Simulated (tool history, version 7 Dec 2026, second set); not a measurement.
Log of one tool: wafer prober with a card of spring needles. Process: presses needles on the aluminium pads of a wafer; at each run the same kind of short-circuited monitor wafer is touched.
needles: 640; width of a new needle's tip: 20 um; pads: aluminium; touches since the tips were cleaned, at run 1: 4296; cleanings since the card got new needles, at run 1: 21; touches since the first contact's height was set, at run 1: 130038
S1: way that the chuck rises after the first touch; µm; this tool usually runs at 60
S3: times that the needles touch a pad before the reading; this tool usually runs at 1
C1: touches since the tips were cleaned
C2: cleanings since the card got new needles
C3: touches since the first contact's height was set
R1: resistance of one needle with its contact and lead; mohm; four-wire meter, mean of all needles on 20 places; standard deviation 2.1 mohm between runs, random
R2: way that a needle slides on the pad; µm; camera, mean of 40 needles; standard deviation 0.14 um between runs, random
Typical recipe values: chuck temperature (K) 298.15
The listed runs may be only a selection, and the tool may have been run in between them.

Run 1, hour 0: usual settings; C1 4296; C2 21; C3 130038. Result: R1 227 mohm, R2 15.57 µm.
At hour 3.7: tips cleaned on abrasive film.
Run 2, hour 5.7: usual settings; C1 650; C2 22; C3 131847. Result: R1 227 mohm, R2 15.58 µm.
Run 3, hour 14.9: usual settings; C1 3627; C2 22; C3 134824. Result: R1 227 mohm, R2 15.42 µm.
At hour 21.2: tips cleaned on abrasive film.
Run 4, hour 25.8: usual settings; C1 1515; C2 23; C3 138310. Result: R1 227 mohm, R2 15.48 µm.
Run 5, hour 32: usual settings; C1 3483; C2 23; C3 140278. Result: R1 226 mohm, R2 15.6 µm.
At hour 37.8: tips cleaned on abrasive film.
Run 6, hour 43.2: usual settings; C1 1718; C2 24; C3 143866. Result: R1 224 mohm, R2 15.61 µm.
Run 7, hour 52.3: usual settings; C1 4649; C2 24; C3 146797. Result: R1 224 mohm, R2 15.66 µm.
At hour 54.8: tips cleaned on abrasive film.
Run 8, hour 63.1: usual settings but S1 51 µm; C1 2682; C2 25; C3 150255. Result: R1 228 mohm, R2 13.29 µm.
At hour 71.4: tips cleaned on abrasive film.
Run 9, hour 72.9: usual settings but chuck temperature (K) 301.15; C1 487; C2 26; C3 153387. Result: R1 228 mohm, R2 15.65 µm.
Run 10, hour 80.9: usual settings but S3 2; C1 3062; C2 26; C3 155962. Result: R1 224 mohm, R2 15.38 µm.
Run 11, hour 87.6: usual settings but chuck temperature (K) 309.15, S3 2; C1 5224; C2 26; C3 158124. Result: R1 226 mohm, R2 15.65 µm.
At hour 88.3: tips cleaned on abrasive film.
Run 12, hour 95.7: usual settings; C1 2367; C2 27; C3 160704. Result: R1 224 mohm, R2 15.6 µm.
Run 13, hour 102.4: usual settings; C1 4540; C2 27; C3 162877. Result: R1 225 mohm, R2 15.76 µm.
At hour 105.7: tips cleaned on abrasive film.
Run 14, hour 109.5: usual settings; C1 1232; C2 28; C3 165139. Result: R1 225 mohm, R2 15.47 µm.
Run 15, hour 114.7: usual settings; C1 2904; C2 28; C3 166811. Result: R1 224 mohm, R2 15.5 µm.
Run 16, hour 119.7: usual settings but S3 2; C1 4494; C2 28; C3 168401. Result: R1 223 mohm, R2 15.69 µm.
At hour 122.7: tips cleaned on abrasive film.
Run 17, hour 124.7: usual settings but S3 2; C1 636; C2 29; C3 169987. Result: R1 221 mohm, R2 15.67 µm.
Run 18, hour 130.4: usual settings but S1 64 µm, S3 2; C1 2493; C2 29; C3 171844. Result: R1 225 mohm, R2 16.63 µm.
At hour 139.5: tips cleaned on abrasive film.
Run 19, hour 141.1: usual settings but S1 70 µm, chuck temperature (K) 325.15; C1 525; C2 30; C3 175263. Result: R1 230 mohm, R2 18.17 µm.
Run 20, hour 151.6: usual settings but chuck temperature (K) 306.15; C1 3900; C2 30; C3 178638. Result: R1 229 mohm, R2 15.49 µm.
At hour 156.9: tips cleaned on abrasive film.
Run 21, hour 162.9: usual settings but S1 69 µm, chuck temperature (K) 306.15, S3 3; C1 1953; C2 31; C3 182262. Result: R1 221 mohm, R2 18.08 µm.
Run 22, hour 167.7: usual settings but chuck temperature (K) 353.15; C1 3490; C2 31; C3 183799. Result: R1 242 mohm, R2 15.67 µm.
At hour 173.5: tips cleaned on abrasive film.
Run 23, hour 177.6: usual settings but chuck temperature (K) 347.15; C1 1309; C2 32; C3 186958. Result: R1 236 mohm, R2 15.42 µm.
Run 24, hour 185.6: usual settings but S1 58 µm, chuck temperature (K) 325.15; C1 3882; C2 32; C3 189531. Result: R1 230 mohm, R2 15.17 µm.
At hour 190.3: tips cleaned on abrasive film.
Run 25, hour 192.1: usual settings but chuck temperature (K) 317.15, S3 3; C1 593; C2 33; C3 191609. Result: R1 228 mohm, R2 15.59 µm.
Run 26, hour 198.7: usual settings but chuck temperature (K) 317.15, S3 3; C1 2717; C2 33; C3 193733. Result: R1 234 mohm, R2 15.35 µm.
Run 27, hour 203.8: usual settings but S1 48 µm, chuck temperature (K) 311.15, S3 2; C1 4369; C2 33; C3 195385. Result: R1 232 mohm, R2 12.66 µm.
At hour 207: tips cleaned on abrasive film.
Run 28, hour 212.7: usual settings but S1 48 µm, chuck temperature (K) 311.15, S3 2; C1 1839; C2 34; C3 198221. Result: R1 234 mohm, R2 12.5 µm.
Run 29, hour 217.6: usual settings but S1 48 µm, chuck temperature (K) 311.15, S3 2; C1 3417; C2 34; C3 199799. Result: R1 234 mohm, R2 12.39 µm.
At hour 224.2: tips cleaned on abrasive film.
Run 30, hour 228.9: usual settings but S1 41 µm, chuck temperature (K) 344.15; C1 1520; C2 35; C3 203425. Result: R1 245 mohm, R2 10.77 µm.
Run 31, hour 235.8: usual settings but S3 2; C1 3744; C2 35; C3 205649. Result: R1 225 mohm, R2 15.35 µm.
At hour 240.9: tips cleaned on abrasive film.
Run 32, hour 245.1: usual settings but S1 43 µm; C1 1348; C2 36; C3 208595. Result: R1 233 mohm, R2 11.21 µm.
Run 33, hour 254.1: usual settings but S1 72 µm, chuck temperature (K) 391.15, S3 2; C1 4242; C2 36; C3 211489. Result: R1 243 mohm, R2 18.78 µm.
At hour 257.8: tips cleaned on abrasive film.
Run 34, hour 260.2: usual settings but S1 52 µm, chuck temperature (K) 304.15; C1 762; C2 37; C3 213430. Result: R1 229 mohm, R2 13.52 µm.
Run 35, hour 268.7: usual settings but S1 65 µm, chuck temperature (K) 350.15, S3 3; C1 3497; C2 37; C3 216165. Result: R1 240 mohm, R2 16.83 µm.

How the hidden state differs across the entries between the runs, from the last listed run before each to the first after it:
Run 1 -> run 2: tips cleaned on abrasive film (hour 3.7)
  debris on the tips, nm: 0.1 -> 0
Run 3 -> run 4: tips cleaned on abrasive film (hour 21.2)
  nothing in the hidden state changes from one run to the other
Run 5 -> run 6: tips cleaned on abrasive film (hour 37.8)
  nothing in the hidden state changes from one run to the other
Run 7 -> run 8: tips cleaned on abrasive film (hour 54.8)
  nothing in the hidden state changes from one run to the other
Run 8 -> run 9: tips cleaned on abrasive film (hour 71.4)
  debris on the tips, nm: 0.1 -> 0
Run 11 -> run 12: tips cleaned on abrasive film (hour 88.3)
  nothing in the hidden state changes from one run to the other
Run 13 -> run 14: tips cleaned on abrasive film (hour 105.7)
  nothing in the hidden state changes from one run to the other
Run 16 -> run 17: tips cleaned on abrasive film (hour 122.7)
  debris on the tips, nm: 0.1 -> 0
Run 18 -> run 19: tips cleaned on abrasive film (hour 139.5)
  debris on the tips, nm: 0.1 -> 0
Run 20 -> run 21: tips cleaned on abrasive film (hour 156.9)
  nothing in the hidden state changes from one run to the other
Run 22 -> run 23: tips cleaned on abrasive film (hour 173.5)
  nothing in the hidden state changes from one run to the other
Run 24 -> run 25: tips cleaned on abrasive film (hour 190.3)
  debris on the tips, nm: 0.1 -> 0
Run 27 -> run 28: tips cleaned on abrasive film (hour 207)
  nothing in the hidden state changes from one run to the other
Run 29 -> run 30: tips cleaned on abrasive film (hour 224.2)
  nothing in the hidden state changes from one run to the other
Run 31 -> run 32: tips cleaned on abrasive film (hour 240.9)
  nothing in the hidden state changes from one run to the other
Run 33 -> run 34: tips cleaned on abrasive film (hour 257.8)
  debris on the tips, nm: 0.1 -> 0; way that the needles fall short of the set height, um: 0 -> 0.01
